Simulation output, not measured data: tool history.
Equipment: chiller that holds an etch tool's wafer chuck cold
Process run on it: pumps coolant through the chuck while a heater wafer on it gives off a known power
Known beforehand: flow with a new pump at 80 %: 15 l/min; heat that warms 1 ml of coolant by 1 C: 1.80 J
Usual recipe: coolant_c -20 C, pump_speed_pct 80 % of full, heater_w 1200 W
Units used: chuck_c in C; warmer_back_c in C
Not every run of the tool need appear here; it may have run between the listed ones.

| run | hour | coolant_c | pump_speed_pct | heater_w | chuck_c | warmer_back_c |
|---|---|---|---|---|---|---|
| 1 | 0.0 | -20 | 80 | 1200 | -9.9 | 2.76 |
| 2 | 30.7 | -20 | 80 | 1200 | -9.8 | 2.71 |
| 3 | 60.5 | -20 | 80 | 1200 | -9.9 | 2.68 |
| 4 | 111.1 | -20 | 80 | 1200 | -9.9 | 2.77 |
| 5 | 173.9 | -20 | 80 | 1200 | -9.8 | 2.75 |
| 6 | 228.5 | -20 | 80 | 1200 | -9.8 | 2.74 |
| 7 | 270.4 | -20 | 60 | 1200 | -6.4 | 3.84 |
| 8 | 318.2 | -20 | 80 | 1200 | -9.7 | 2.77 |
| 9 | 352.2 | -20 | 80 | 1200 | -9.6 | 2.79 |
| 10 | 386.1 | -20 | 80 | 1200 | -9.7 | 2.85 |
| 11 | 421.5 | -20 | 80 | 732 | -13.6 | 1.68 |
| 12 | 448.0 | -23 | 80 | 732 | -16.5 | 1.69 |
| 13 | 486.3 | -26 | 94 | 1086 | -18.0 | 2.05 |
| 14 | 549.3 | -16 | 84 | 908 | -8.5 | 2.01 |
| 15 | 586.1 | -20 | 72 | 1200 | -8.5 | 3.09 |
| 16 | 618.9 | -20 | 72 | 1200 | -8.6 | 3.14 |
| 17 | 646.4 | -20 | 72 | 1200 | -8.2 | 3.17 |
| 18 | 705.3 | -20 | 86 | 1390 | -8.7 | 3.03 |
| 19 | 767.1 | -20 | 97 | 1020 | -12.4 | 1.87 |
| 20 | 822.1 | -19 | 85 | 1768 | -4.4 | 3.83 |
| 21 | 857.0 | -22 | 78 | 736 | -15.1 | 1.78 |
| 22 | 918.9 | -22 | 78 | 736 | -15.0 | 1.80 |
| 23 | 949.6 | -22 | 78 | 736 | -15.1 | 1.80 |
| 24 | 995.1 | -11 | 93 | 878 | -4.2 | 1.74 |

Consider 4 possible next runs. They are alternatives, not a sequence: every one starts from the tool as it was left by run 24. What does each give?
| A | 1046.7 | -11 | 63 | 1442 | ? | ? |
| B | 1046.7 | -15 | 66 | 1353 | ? | ? |
| C | 1046.7 | -20 | 91 | 1200 | ? | ? |
| D | 1046.7 | -13 | 66 | 1583 | ? | ? |

| run | chuck_c | warmer_back_c |
|---|---|---|
| A | 5.1 | 4.47 |
| B | -0.6 | 3.93 |
| C | -10.6 | 2.45 |
| D | 3.7 | 4.67 |
Stripped of hidden state, with their random variation kept, the same runs would have yielded:
| run | chuck_c | warmer_back_c |
|---|---|---|
| A | 3.0 | 4.20 |
| B | -2.6 | 3.70 |
| C | -12.1 | 2.31 |
| D | 1.5 | 4.40 |
